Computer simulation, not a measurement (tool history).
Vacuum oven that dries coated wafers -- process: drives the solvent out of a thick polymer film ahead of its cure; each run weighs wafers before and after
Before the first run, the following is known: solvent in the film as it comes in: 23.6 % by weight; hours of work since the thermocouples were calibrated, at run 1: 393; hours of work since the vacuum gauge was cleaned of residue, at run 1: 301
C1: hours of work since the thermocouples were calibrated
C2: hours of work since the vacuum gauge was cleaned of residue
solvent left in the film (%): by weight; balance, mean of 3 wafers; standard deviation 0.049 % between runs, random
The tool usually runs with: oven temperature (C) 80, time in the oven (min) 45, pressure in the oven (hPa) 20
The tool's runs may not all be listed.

{"run": 1, "hour": 0.0, "oven temperature (C)": 80, "time in the oven (min)": 45, "pressure in the oven (hPa)": 20, "C1": 393, "C2": 301, "solvent left in the film (%)": 4.1}
{"run": 2, "hour": 64.0, "oven temperature (C)": 80, "time in the oven (min)": 45, "pressure in the oven (hPa)": 20, "C1": 428, "C2": 337, "solvent left in the film (%)": 4.02}
{"run": 3, "hour": 146.0, "oven temperature (C)": 80, "time in the oven (min)": 45, "pressure in the oven (hPa)": 20, "C1": 474, "C2": 383, "solvent left in the film (%)": 4.02}
{"run": 4, "hour": 194.2, "oven temperature (C)": 80, "time in the oven (min)": 45, "pressure in the oven (hPa)": 20, "C1": 501, "C2": 410, "solvent left in the film (%)": 4.01}
{"run": 5, "hour": 266.2, "oven temperature (C)": 80, "time in the oven (min)": 45, "pressure in the oven (hPa)": 20, "C1": 542, "C2": 450, "solvent left in the film (%)": 4.04}
{"run": 6, "hour": 348.3, "oven temperature (C)": 80, "time in the oven (min)": 45, "pressure in the oven (hPa)": 20, "C1": 588, "C2": 496, "solvent left in the film (%)": 4.13}
{"run": 7, "hour": 426.1, "oven temperature (C)": 83, "time in the oven (min)": 45, "pressure in the oven (hPa)": 20, "C1": 631, "C2": 540, "solvent left in the film (%)": 2.96}
{"run": 8, "hour": 476.6, "oven temperature (C)": 83, "time in the oven (min)": 45, "pressure in the oven (hPa)": 20, "C1": 659, "C2": 568, "solvent left in the film (%)": 2.97}
{"run": 9, "hour": 563.1, "oven temperature (C)": 65, "time in the oven (min)": 45, "pressure in the oven (hPa)": 20, "C1": 708, "C2": 616, "solvent left in the film (%)": 11.86}
{"run": 10, "hour": 615.2, "oven temperature (C)": 80, "time in the oven (min)": 45, "pressure in the oven (hPa)": 12.9, "C1": 737, "C2": 645, "solvent left in the film (%)": 3.61}
{"run": 11, "hour": 685.7, "oven temperature (C)": 80, "time in the oven (min)": 45, "pressure in the oven (hPa)": 12.9, "C1": 776, "C2": 685, "solvent left in the film (%)": 3.51}
{"run": 12, "hour": 730.8, "oven temperature (C)": 80, "time in the oven (min)": 45, "pressure in the oven (hPa)": 42, "C1": 802, "C2": 710, "solvent left in the film (%)": 5.68}
{"run": 13, "hour": 789.8, "oven temperature (C)": 83, "time in the oven (min)": 45, "pressure in the oven (hPa)": 13.1, "C1": 835, "C2": 743, "solvent left in the film (%)": 2.5}
{"run": 14, "hour": 856.7, "oven temperature (C)": 66, "time in the oven (min)": 45, "pressure in the oven (hPa)": 32.2, "C1": 872, "C2": 780, "solvent left in the film (%)": 12.38}
{"run": 15, "hour": 925.4, "oven temperature (C)": 66, "time in the oven (min)": 45, "pressure in the oven (hPa)": 32.2, "C1": 910, "C2": 819, "solvent left in the film (%)": 12.48}
{"run": 16, "hour": 979.4, "oven temperature (C)": 70, "time in the oven (min)": 40, "pressure in the oven (hPa)": 12.9, "C1": 941, "C2": 849, "solvent left in the film (%)": 9.27}
{"run": 17, "hour": 1068.7, "oven temperature (C)": 83, "time in the oven (min)": 30, "pressure in the oven (hPa)": 20, "C1": 991, "C2": 899, "solvent left in the film (%)": 4.9}
{"run": 18, "hour": 1149.7, "oven temperature (C)": 85, "time in the oven (min)": 43, "pressure in the oven (hPa)": 63.7, "C1": 1036, "C2": 944, "solvent left in the film (%)": 5.3}
{"run": 19, "hour": 1200.1, "oven temperature (C)": 85, "time in the oven (min)": 43, "pressure in the oven (hPa)": 63.7, "C1": 1064, "C2": 973, "solvent left in the film (%)": 5.42}

3 ways to go on from here, each from the tool as it stands after run 19. What would each give?
{"run": "A", "hour": 1251.0, "oven temperature (C)": 85, "time in the oven (min)": 47, "pressure in the oven (hPa)": 31.3, "C1": 1093, "C2": 1001, "solvent left in the film (%)": "?"}
{"run": "B", "hour": 1251.0, "oven temperature (C)": 68, "time in the oven (min)": 72, "pressure in the oven (hPa)": 11.5, "C1": 1093, "C2": 1001, "solvent left in the film (%)": "?"}
{"run": "C", "hour": 1251.0, "oven temperature (C)": 65, "time in the oven (min)": 57, "pressure in the oven (hPa)": 55.4, "C1": 1093, "C2": 1001, "solvent left in the film (%)": "?"}

run=A solvent_left_in_the_film_(%)=3.03
run=B solvent_left_in_the_film_(%)=6.55
run=C solvent_left_in_the_film_(%)=13.94
Stripped of hidden state, with their random variation kept, the same runs would have yielded:
run=A solvent_left_in_the_film_(%)=3.02
run=B solvent_left_in_the_film_(%)=6.53
run=C solvent_left_in_the_film_(%)=13.92
